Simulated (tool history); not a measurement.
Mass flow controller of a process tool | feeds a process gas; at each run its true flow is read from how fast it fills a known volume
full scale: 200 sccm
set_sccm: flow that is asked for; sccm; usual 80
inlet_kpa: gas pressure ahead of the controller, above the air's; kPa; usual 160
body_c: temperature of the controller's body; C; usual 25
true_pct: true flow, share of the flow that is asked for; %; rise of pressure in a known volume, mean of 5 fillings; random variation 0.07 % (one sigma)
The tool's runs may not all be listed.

run,hour,set_sccm,inlet_kpa,body_c,true_pct
1,0.0,80,160,25,99.31
2,52.2,27,160,25,99.03
3,166.6,27,160,25,99.03
4,272.7,27,160,25,99.11
5,329.3,27,160,25,99.28
6,396.8,27,160,25,99.16
7,454.5,27,160,25,99.34
8,547.6,80,160,25,99.78
9,658.4,80,160,25,99.80
10,707.0,80,160,25,99.78
11,818.7,80,179,25,99.87
12,867.2,80,253,25,99.79
13,950.1,80,160,38,98.88
14,1022.9,80,160,30,99.61
15,1138.5,80,160,30,99.67
16,1186.8,80,226,25,100.06
17,1295.5,80,226,25,100.17
18,1394.6,80,160,24,100.38
19,1450.0,80,160,24,100.64
20,1520.3,80,160,24,100.35
21,1629.9,61,160,25,100.35
22,1716.7,174,160,25,101.28
23,1791.4,32,160,25,100.33
24,1899.5,32,160,25,100.41
25,1982.5,32,160,25,100.43
26,2043.1,80,160,29,100.48
27,2119.8,27,172,33,99.84
28,2198.5,93,149,26,101.08
29,2309.7,93,149,26,100.98
30,2388.5,93,149,26,101.11
31,2444.9,102,156,26,101.17
32,2545.3,102,156,26,101.33
33,2637.3,152,156,26,101.80
34,2688.4,26,172,26,100.84
35,2773.9,29,186,25,98.88
36,2843.0,29,186,25,98.85
37,2942.4,29,186,25,99.05
38,3035.8,39,160,23,99.29
39,3109.0,27,234,29,98.70
40,3178.3,21,176,21,99.47
41,3227.9,21,197,21,99.47
42,3293.2,21,197,21,99.66
43,3356.2,39,144,38,98.46
44,3461.8,122,254,26,99.73
45,3566.9,122,202,36,99.05
46,3649.2,80,230,25,99.84
47,3737.6,80,230,25,99.92
48,3787.9,37,200,20,100.19

Taken out of this log: 1 entry between the listed runs. Where each belongs, and how the hidden state differs across it:
Between runs 34 and 35: gauge calibrated (hour 2773.9)
  drift of the gauge itself on true_pct, %: 2.08 -> 0
  measured less the result without the state, true_pct: +2.02 -> -0.03 %
